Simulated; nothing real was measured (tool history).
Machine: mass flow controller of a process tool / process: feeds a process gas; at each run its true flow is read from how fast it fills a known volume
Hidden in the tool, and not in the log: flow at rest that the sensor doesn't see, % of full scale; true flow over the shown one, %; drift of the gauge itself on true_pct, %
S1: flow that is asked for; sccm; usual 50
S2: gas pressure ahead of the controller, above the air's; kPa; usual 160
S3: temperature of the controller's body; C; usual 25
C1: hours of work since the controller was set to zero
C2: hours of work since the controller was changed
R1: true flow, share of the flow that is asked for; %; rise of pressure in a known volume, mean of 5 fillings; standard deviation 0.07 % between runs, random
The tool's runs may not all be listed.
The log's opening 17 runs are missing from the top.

run 18 hour=2215.3 | S1=50 S2=152 S3=25 | C1=1072 C2=1072 | R1=98.42
run 19 hour=2310.4 | S1=50 S2=152 S3=25 | C1=1104 C2=1104 | R1=98.2
run 20 hour=2398.9 | S1=50 S2=152 S3=25 | C1=1133 C2=1133 | R1=98.39
run 21 hour=2501.2 | S1=50 S2=152 S3=25 | C1=1168 C2=1168 | R1=98.3
run 22 hour=2645.1 | S1=50 S2=152 S3=25 | C1=1216 C2=1216 | R1=98.35
run 23 hour=2753.2 | S1=37 S2=158 S3=29 | C1=1252 C2=1252 | R1=97.36
run 24 hour=2941.2 | S1=37 S2=158 S3=29 | C1=1315 C2=1315 | R1=97.39
run 25 hour=3070.7 | S1=41 S2=189 S3=38 | C1=1358 C2=1358 | R1=96.42
run 26 hour=3201.1 | S1=41 S2=189 S3=38 | C1=1402 C2=1402 | R1=96.27
run 27 hour=3292.8 | S1=50 S2=147 S3=25 | C1=1432 C2=1432 | R1=98.2
run 28 hour=3417.9 | S1=43 S2=280 S3=26 | C1=1474 C2=1474 | R1=97.42
run 29 hour=3507.1 | S1=10 S2=235 S3=25 | C1=1504 C2=1504 | R1=94.73
run 30 hour=3661.7 | S1=16 S2=235 S3=25 | C1=1556 C2=1556 | R1=95.75
run 31 hour=3755.4 | S1=16 S2=235 S3=25 | C1=1587 C2=1587 | R1=95.89
run 32 hour=3892.6 | S1=50 S2=175 S3=28 | C1=1633 C2=1633 | R1=97.7
run 33 hour=4026.4 | S1=50 S2=175 S3=28 | C1=1678 C2=1678 | R1=97.64
run 34 hour=4179.6 | S1=51 S2=160 S3=20 | C1=1729 C2=1729 | R1=98.75
run 35 hour=4293.6 | S1=51 S2=160 S3=20 | C1=1767 C2=1767 | R1=98.67
run 36 hour=4427.1 | S1=50 S2=160 S3=40 | C1=1812 C2=1812 | R1=96.26
run 37 hour=4565.6 | S1=74 S2=160 S3=29 | C1=1858 C2=1858 | R1=98.38
run 38 hour=4708.9 | S1=43 S2=178 S3=30 | C1=1906 C2=1906 | R1=97.09
run 39 hour=4858.4 | S1=50 S2=151 S3=21 | C1=1956 C2=1956 | R1=98.38
run 40 hour=5021.4 | S1=50 S2=151 S3=24 | C1=2011 C2=2011 | R1=98
run 41 hour=5177.2 | S1=50 S2=150 S3=25 | C1=2063 C2=2063 | R1=97.92

5 ways to go on from here, each from the tool as it stands after run 41. What would each give?
run A hour=5258.7 | S1=36 S2=150 S3=25 | C1=2090 C2=2090 | R1=?
run B hour=5258.7 | S1=50 S2=278 S3=22 | C1=2090 C2=2090 | R1=?
run C hour=5258.7 | S1=50 S2=154 S3=25 | C1=2090 C2=2090 | R1=?
run D hour=5258.7 | S1=50 S2=152 S3=25 | C1=2090 C2=2090 | R1=?
run E hour=5258.7 | S1=34 S2=222 S3=39 | C1=2090 C2=2090 | R1=?

run=A R1=97.32
run=B R1=97.89
run=C R1=97.89
run=D R1=98.04
run=E R1=95.51
What these runs would have given with no unlogged condition in the tool:
run=A R1=98.49
run=B R1=98.79
run=C R1=98.79
run=D R1=98.94
run=E R1=96.75
